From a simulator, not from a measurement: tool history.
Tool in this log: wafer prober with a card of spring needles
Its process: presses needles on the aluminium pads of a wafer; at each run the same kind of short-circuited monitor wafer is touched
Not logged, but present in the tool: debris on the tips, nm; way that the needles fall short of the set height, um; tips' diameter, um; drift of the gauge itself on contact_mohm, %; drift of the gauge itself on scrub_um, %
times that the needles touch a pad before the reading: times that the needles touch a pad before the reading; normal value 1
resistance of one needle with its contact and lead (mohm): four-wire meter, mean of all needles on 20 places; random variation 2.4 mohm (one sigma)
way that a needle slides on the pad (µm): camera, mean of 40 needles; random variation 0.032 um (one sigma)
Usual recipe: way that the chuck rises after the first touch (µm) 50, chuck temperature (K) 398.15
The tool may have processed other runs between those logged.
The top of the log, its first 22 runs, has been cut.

run	hour	way that the chuck rises after the first touch (µm)	chuck temperature (K)	times that the needles touch a pad before the reading	touches since the tips were cleaned	cleanings since the card got new needles	touches since the first contact's height was set	resistance of one needle with its contact and lead (mohm)	way that a needle slides on the pad (µm)
# hour 602.1: tips cleaned on abrasive film
23	608.6	39	365.15	1	1300	38	67456	269	7.96
24	630.0	41	353.15	1	5579	38	71735	262	8.36
# hour 640.2: tips cleaned on abrasive film
25	650.1	41	353.15	1	1974	39	75725	264	8.40
26	672.9	41	353.15	2	6528	39	80279	264	8.36
# hour 678.8: tips cleaned on abrasive film
27	704.8	69	329.15	1	5204	40	86642	248	13.99
# hour 718.1: tips cleaned on abrasive film
28	738.8	50	385.15	2	4139	41	93413	273	10.13
# hour 756.6: tips cleaned on abrasive film
29	773.9	53	321.15	2	3457	42	100406	245	10.72
# hour 795.5: tips cleaned on abrasive film
30	795.5	50	398.15	2	0	43	104682	269	10.09
31	828.7	30	338.15	2	6636	43	111318	270	6.10
# hour 834.6: tips cleaned on abrasive film
32	868.2	30	338.15	2	6702	44	119185	269	6.09
# hour 873.9: tips cleaned on abrasive film
33	893.3	30	338.15	2	3866	45	124183	268	6.08

3 options for the next run, each taken on its own from the tool as it stands now. Forecast them:
# hour 912.8: tips cleaned on abrasive film
A	921.6	31	366.15	2	1758	46	129810	?	?
# hour 912.8: tips cleaned on abrasive film
B	921.6	33	347.15	1	1758	46	129810	?	?
# hour 912.8: tips cleaned on abrasive film
C	921.6	30	350.15	2	1758	46	129810	?	?

run	resistance of one needle with its contact and lead (mohm)	way that a needle slides on the pad (µm)
A	276	6.31
B	274	6.71
C	275	6.12
Had the tool no hidden state, the same runs would have come out as:
run	resistance of one needle with its contact and lead (mohm)	way that a needle slides on the pad (µm)
A	276	6.31
B	274	6.71
C	275	6.12
